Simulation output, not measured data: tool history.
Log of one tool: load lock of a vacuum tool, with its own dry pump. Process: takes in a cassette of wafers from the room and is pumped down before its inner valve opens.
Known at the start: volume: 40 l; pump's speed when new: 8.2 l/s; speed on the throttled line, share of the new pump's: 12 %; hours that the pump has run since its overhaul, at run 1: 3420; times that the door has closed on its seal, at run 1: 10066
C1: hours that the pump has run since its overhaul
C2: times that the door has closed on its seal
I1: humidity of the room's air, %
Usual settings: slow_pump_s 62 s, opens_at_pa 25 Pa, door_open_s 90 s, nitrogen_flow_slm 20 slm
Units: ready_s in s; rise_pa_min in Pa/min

{"run": 1, "hour": 0.0, "slow_pump_s": 62, "opens_at_pa": 25, "door_open_s": 90, "nitrogen_flow_slm": 20, "C1": 3420, "C2": 10066, "I1": 45.8, "ready_s": 94.7, "rise_pa_min": 0.021}
{"run": 2, "hour": 543.9, "slow_pump_s": 62, "opens_at_pa": 25, "door_open_s": 90, "nitrogen_flow_slm": 20, "C1": 3964, "C2": 11362, "I1": 44.5, "ready_s": 94, "rise_pa_min": 0.028}
{"run": 3, "hour": 1000.1, "slow_pump_s": 62, "opens_at_pa": 25, "door_open_s": 90, "nitrogen_flow_slm": 20, "C1": 4420, "C2": 12449, "I1": 45.2, "ready_s": 95.3, "rise_pa_min": 0.033}
{"run": 4, "hour": 1523.7, "slow_pump_s": 62, "opens_at_pa": 25, "door_open_s": 90, "nitrogen_flow_slm": 20, "C1": 4943, "C2": 13697, "I1": 47.4, "ready_s": 95.4, "rise_pa_min": 0.027}
{"run": 5, "hour": 1998.8, "slow_pump_s": 62, "opens_at_pa": 25, "door_open_s": 90, "nitrogen_flow_slm": 20, "C1": 5418, "C2": 14830, "I1": 42.6, "ready_s": 94.7, "rise_pa_min": 0.019}
{"run": 6, "hour": 2497.9, "slow_pump_s": 62, "opens_at_pa": 25, "door_open_s": 90, "nitrogen_flow_slm": 20, "C1": 5918, "C2": 16020, "I1": 46, "ready_s": 94.5, "rise_pa_min": 0.024}
{"run": 7, "hour": 3033.0, "slow_pump_s": 62, "opens_at_pa": 25, "door_open_s": 90, "nitrogen_flow_slm": 20, "C1": 6453, "C2": 17295, "I1": 45.4, "ready_s": 96, "rise_pa_min": 0.025}
{"run": 8, "hour": 3506.0, "slow_pump_s": 38, "opens_at_pa": 25, "door_open_s": 90, "nitrogen_flow_slm": 20, "C1": 6926, "C2": 18422, "I1": 46.1, "ready_s": 75.6, "rise_pa_min": 0.029}
{"run": 9, "hour": 3883.6, "slow_pump_s": 38, "opens_at_pa": 25, "door_open_s": 90, "nitrogen_flow_slm": 20, "C1": 7303, "C2": 19322, "I1": 44.4, "ready_s": 73.6, "rise_pa_min": 0.021}
{"run": 10, "hour": 4167.8, "slow_pump_s": 38, "opens_at_pa": 25, "door_open_s": 90, "nitrogen_flow_slm": 20, "C1": 7588, "C2": 20000, "I1": 45.7, "ready_s": 73.3, "rise_pa_min": 0.031}
{"run": 11, "hour": 4586.9, "slow_pump_s": 62, "opens_at_pa": 25, "door_open_s": 90, "nitrogen_flow_slm": 20, "C1": 8007, "C2": 20999, "I1": 44.2, "ready_s": 95.2, "rise_pa_min": 0.025}
{"run": 12, "hour": 5158.8, "slow_pump_s": 62, "opens_at_pa": 25, "door_open_s": 90, "nitrogen_flow_slm": 20, "C1": 8578, "C2": 22362, "I1": 47.1, "ready_s": 95.9, "rise_pa_min": 0.026}
{"run": 13, "hour": 5412.5, "slow_pump_s": 62, "opens_at_pa": 25, "door_open_s": 90, "nitrogen_flow_slm": 20, "C1": 8832, "C2": 22967, "I1": 45.2, "ready_s": 94.8, "rise_pa_min": 0.018}
{"run": 14, "hour": 5882.9, "slow_pump_s": 62, "opens_at_pa": 25, "door_open_s": 90, "nitrogen_flow_slm": 20, "C1": 9303, "C2": 24088, "I1": 41.9, "ready_s": 94.5, "rise_pa_min": 0.025}
{"run": 15, "hour": 6393.4, "slow_pump_s": 62, "opens_at_pa": 25, "door_open_s": 90, "nitrogen_flow_slm": 20, "C1": 9813, "C2": 25305, "I1": 46.9, "ready_s": 94.9, "rise_pa_min": 0.021}
{"run": 16, "hour": 6804.4, "slow_pump_s": 62, "opens_at_pa": 25, "door_open_s": 90, "nitrogen_flow_slm": 20, "C1": 10224, "C2": 26284, "I1": 45.2, "ready_s": 94.6, "rise_pa_min": 0.027}
{"run": 17, "hour": 7344.1, "slow_pump_s": 62, "opens_at_pa": 25, "door_open_s": 90, "nitrogen_flow_slm": 20, "C1": 10764, "C2": 27571, "I1": 46.4, "ready_s": 94.7, "rise_pa_min": 0.025}
{"hour": 7491.0, "done": "dry pump taken out, an overhauled one fitted"}
{"run": 18, "hour": 7885.9, "slow_pump_s": 62, "opens_at_pa": 25, "door_open_s": 90, "nitrogen_flow_slm": 20, "C1": 395, "C2": 28848, "I1": 48.4, "ready_s": 94.8, "rise_pa_min": 0.022}
{"run": 19, "hour": 8315.2, "slow_pump_s": 62, "opens_at_pa": 25, "door_open_s": 90, "nitrogen_flow_slm": 10, "C1": 824, "C2": 29871, "I1": 45.6, "ready_s": 94, "rise_pa_min": 0.03}
{"run": 20, "hour": 8873.9, "slow_pump_s": 122, "opens_at_pa": 25, "door_open_s": 90, "nitrogen_flow_slm": 35, "C1": 1383, "C2": 31203, "I1": 43.7, "ready_s": 149, "rise_pa_min": 0.015}
{"run": 21, "hour": 9445.5, "slow_pump_s": 122, "opens_at_pa": 25, "door_open_s": 90, "nitrogen_flow_slm": 35, "C1": 1955, "C2": 32566, "I1": 42.5, "ready_s": 147.9, "rise_pa_min": 0.016}
{"run": 22, "hour": 9722.6, "slow_pump_s": 92, "opens_at_pa": 22, "door_open_s": 90, "nitrogen_flow_slm": 4, "C1": 2232, "C2": 33226, "I1": 48.2, "ready_s": 121.1, "rise_pa_min": 0.056}
{"run": 23, "hour": 9992.2, "slow_pump_s": 106, "opens_at_pa": 25, "door_open_s": 90, "nitrogen_flow_slm": 20, "C1": 2501, "C2": 33869, "I1": 39.7, "ready_s": 132.1, "rise_pa_min": 0.021}
{"run": 24, "hour": 10369.1, "slow_pump_s": 31, "opens_at_pa": 20, "door_open_s": 90, "nitrogen_flow_slm": 32, "C1": 2878, "C2": 34767, "I1": 41.7, "ready_s": 68.4, "rise_pa_min": 0.015}
{"run": 25, "hour": 10656.3, "slow_pump_s": 31, "opens_at_pa": 20, "door_open_s": 90, "nitrogen_flow_slm": 32, "C1": 3165, "C2": 35451, "I1": 44.5, "ready_s": 68.9, "rise_pa_min": 0.017}
{"run": 26, "hour": 11018.6, "slow_pump_s": 32, "opens_at_pa": 25, "door_open_s": 31, "nitrogen_flow_slm": 20, "C1": 3528, "C2": 36315, "I1": 45.1, "ready_s": 67.6, "rise_pa_min": 0.018}
{"run": 27, "hour": 11397.5, "slow_pump_s": 31, "opens_at_pa": 43, "door_open_s": 31, "nitrogen_flow_slm": 15, "C1": 3907, "C2": 37218, "I1": 44.2, "ready_s": 65.2, "rise_pa_min": 0.017}
{"run": 28, "hour": 11915.6, "slow_pump_s": 31, "opens_at_pa": 43, "door_open_s": 31, "nitrogen_flow_slm": 15, "C1": 4425, "C2": 38453, "I1": 44.1, "ready_s": 63.8, "rise_pa_min": 0.017}
{"run": 29, "hour": 12263.3, "slow_pump_s": 62, "opens_at_pa": 30, "door_open_s": 38, "nitrogen_flow_slm": 20, "C1": 4772, "C2": 39282, "I1": 47.1, "ready_s": 94, "rise_pa_min": 0.023}
{"run": 30, "hour": 12524.6, "slow_pump_s": 38, "opens_at_pa": 31, "door_open_s": 48, "nitrogen_flow_slm": 34, "C1": 5034, "C2": 39905, "I1": 44.1, "ready_s": 73.2, "rise_pa_min": 0.013}
{"run": 31, "hour": 12788.3, "slow_pump_s": 50, "opens_at_pa": 33, "door_open_s": 156, "nitrogen_flow_slm": 18, "C1": 5297, "C2": 40533, "I1": 45.6, "ready_s": 81.7, "rise_pa_min": 0.038}
{"run": 32, "hour": 13176.5, "slow_pump_s": 50, "opens_at_pa": 23, "door_open_s": 45, "nitrogen_flow_slm": 18, "C1": 5685, "C2": 41459, "I1": 44.7, "ready_s": 84.7, "rise_pa_min": 0.026}
{"run": 33, "hour": 13460.7, "slow_pump_s": 50, "opens_at_pa": 23, "door_open_s": 188, "nitrogen_flow_slm": 18, "C1": 5970, "C2": 42136, "I1": 42.3, "ready_s": 85, "rise_pa_min": 0.032}
{"run": 34, "hour": 13779.9, "slow_pump_s": 113, "opens_at_pa": 23, "door_open_s": 159, "nitrogen_flow_slm": 7, "C1": 6289, "C2": 42897, "I1": 42.3, "ready_s": 139.7, "rise_pa_min": 0.051}
{"run": 35, "hour": 14021.5, "slow_pump_s": 92, "opens_at_pa": 41, "door_open_s": 67, "nitrogen_flow_slm": 42, "C1": 6531, "C2": 43473, "I1": 42.9, "ready_s": 118.8, "rise_pa_min": 0.009}
{"run": 36, "hour": 14337.8, "slow_pump_s": 101, "opens_at_pa": 25, "door_open_s": 90, "nitrogen_flow_slm": 9, "C1": 6847, "C2": 44227, "I1": 47.4, "ready_s": 130, "rise_pa_min": 0.044}
{"run": 37, "hour": 14719.2, "slow_pump_s": 83, "opens_at_pa": 25, "door_open_s": 90, "nitrogen_flow_slm": 20, "C1": 7228, "C2": 45136, "I1": 46.7, "ready_s": 114, "rise_pa_min": 0.026}

Forecast each of these 4 alternatives for the next run:
{"run": "A", "hour": 15298.5, "slow_pump_s": 32, "opens_at_pa": 40, "door_open_s": 90, "nitrogen_flow_slm": 20, "C1": 7808, "C2": 46517, "I1": 46.7, "ready_s": "?", "rise_pa_min": "?"}
{"run": "B", "hour": 15298.5, "slow_pump_s": 104, "opens_at_pa": 20, "door_open_s": 90, "nitrogen_flow_slm": 18, "C1": 7808, "C2": 46517, "I1": 45.1, "ready_s": "?", "rise_pa_min": "?"}
{"run": "C", "hour": 15298.5, "slow_pump_s": 54, "opens_at_pa": 32, "door_open_s": 90, "nitrogen_flow_slm": 20, "C1": 7808, "C2": 46517, "I1": 44.2, "ready_s": "?", "rise_pa_min": "?"}
{"run": "D", "hour": 15298.5, "slow_pump_s": 83, "opens_at_pa": 25, "door_open_s": 174, "nitrogen_flow_slm": 20, "C1": 7808, "C2": 46517, "I1": 42.3, "ready_s": "?", "rise_pa_min": "?"}

run=A ready_s=66 rise_pa_min=0.026
run=B ready_s=132.9 rise_pa_min=0.027
run=C ready_s=86.9 rise_pa_min=0.018
run=D ready_s=112.8 rise_pa_min=0.033
Without the tool's hidden state the same runs would have given:
run=A ready_s=66 rise_pa_min=0.025
run=B ready_s=132.9 rise_pa_min=0.026
run=C ready_s=86.8 rise_pa_min=0.017
run=D ready_s=112.8 rise_pa_min=0.032
